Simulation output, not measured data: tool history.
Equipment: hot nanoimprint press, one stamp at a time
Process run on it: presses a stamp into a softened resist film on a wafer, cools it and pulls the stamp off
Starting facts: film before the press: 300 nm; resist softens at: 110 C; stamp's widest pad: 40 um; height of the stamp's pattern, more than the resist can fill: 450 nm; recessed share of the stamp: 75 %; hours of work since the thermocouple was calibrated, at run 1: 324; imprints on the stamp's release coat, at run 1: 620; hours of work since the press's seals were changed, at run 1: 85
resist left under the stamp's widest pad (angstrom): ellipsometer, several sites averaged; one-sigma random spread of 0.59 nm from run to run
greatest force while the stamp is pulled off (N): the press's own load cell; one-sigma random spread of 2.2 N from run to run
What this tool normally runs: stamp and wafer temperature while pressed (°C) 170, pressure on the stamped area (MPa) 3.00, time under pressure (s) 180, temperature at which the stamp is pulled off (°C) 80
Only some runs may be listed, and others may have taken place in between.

run,day,stamp and wafer temperature while pressed (°C),pressure on the stamped area (MPa),time under pressure (s),temperature at which the stamp is pulled off (°C),hours of work since the thermocouple was calibrated,imprints on the stamp's release coat,hours of work since the press's seals were changed,resist left under the stamp's widest pad (angstrom),greatest force while the stamp is pulled off (N)
1,0.000,170,3.00,180,80,324,620,85,1686,193
2,2.538,170,1.86,180,80,371,956,132,2028,199
3,4.654,170,1.86,180,80,409,1236,170,2012,206
4,6.892,163,1.86,180,80,450,1533,211,2522,215
5,8.971,163,1.86,180,80,488,1809,249,2508,222
6,12.683,181,3.00,180,80,556,2301,317,989,231
# day 13.200: stamp cleaned and given a new release coat
# day 14.125: plate thermocouple calibrated
7,15.933,162,3.00,180,80,33,346,369,2295,183
8,18.471,162,3.00,180,80,79,682,416,2288,199
9,20.975,162,3.00,180,80,125,1014,461,2312,198
10,23.125,170,3.00,180,84,164,1299,501,1674,185
11,25.138,170,3.00,180,80,201,1566,537,1680,212
12,27.925,170,3.00,180,80,252,1935,588,1697,217
13,29.712,170,3.00,180,67,285,2172,621,1695,276
# day 31.312: stamp cleaned and given a new release coat
14,31.750,166,3.00,180,80,317,58,654,2023,187
15,33.650,164,3.00,180,68,352,310,688,2191,233
16,36.267,164,2.90,180,70,400,657,736,2226,238
17,40.583,170,3.00,216,72,479,1229,815,1628,234
18,42.750,161,3.00,154,72,518,1516,855,2507,246
# day 45.788: plate thermocouple calibrated
19,46.596,170,2.56,127,78,15,2009,922,1937,220
20,48.542,182,2.56,127,78,50,2267,958,1125,225
# day 49.171: stamp cleaned and given a new release coat
21,52.404,170,2.63,180,66,116,429,1024,1755,239
22,56.071,175,2.63,309,80,183,915,1091,1127,199
23,58.196,170,2.31,180,80,222,1197,1130,1865,199
24,61.696,170,4.68,180,86,286,1660,1194,1418,182
25,65.296,170,4.26,210,86,352,2137,1259,1414,191
# day 67.021: stamp cleaned and given a new release coat
# day 69.633: press's hydraulic seals changed and the load cell set to zero
26,69.933,170,3.38,159,76,426,341,5,1657,204
27,73.279,170,3.38,159,76,487,785,67,1654,217
28,77.329,161,2.48,159,72,561,1322,140,2511,239

Forecast each of these 5 alternatives for the next run:
# day 78.000: plate thermocouple calibrated
A,79.858,170,3.00,97,88,34,1641,184,?,?
# day 78.000: plate thermocouple calibrated
B,79.858,178,3.00,289,81,34,1641,184,?,?
# day 78.000: plate thermocouple calibrated
C,79.858,172,3.00,92,68,34,1641,184,?,?
# day 78.000: plate thermocouple calibrated
D,79.858,174,3.00,180,71,34,1641,184,?,?
# day 78.000: plate thermocouple calibrated
E,79.858,180,4.80,159,72,34,1641,184,?,?

run,resist left under the stamp's widest pad (angstrom),greatest force while the stamp is pulled off (N)
A,1961,174
B,897,207
C,1837,260
D,1330,251
E,813,244
Stripped of hidden state, with their random variation kept, the same runs would have yielded:
run,resist left under the stamp's widest pad (angstrom),greatest force while the stamp is pulled off (N)
A,1963,151
B,898,179
C,1838,225
D,1331,217
E,811,211

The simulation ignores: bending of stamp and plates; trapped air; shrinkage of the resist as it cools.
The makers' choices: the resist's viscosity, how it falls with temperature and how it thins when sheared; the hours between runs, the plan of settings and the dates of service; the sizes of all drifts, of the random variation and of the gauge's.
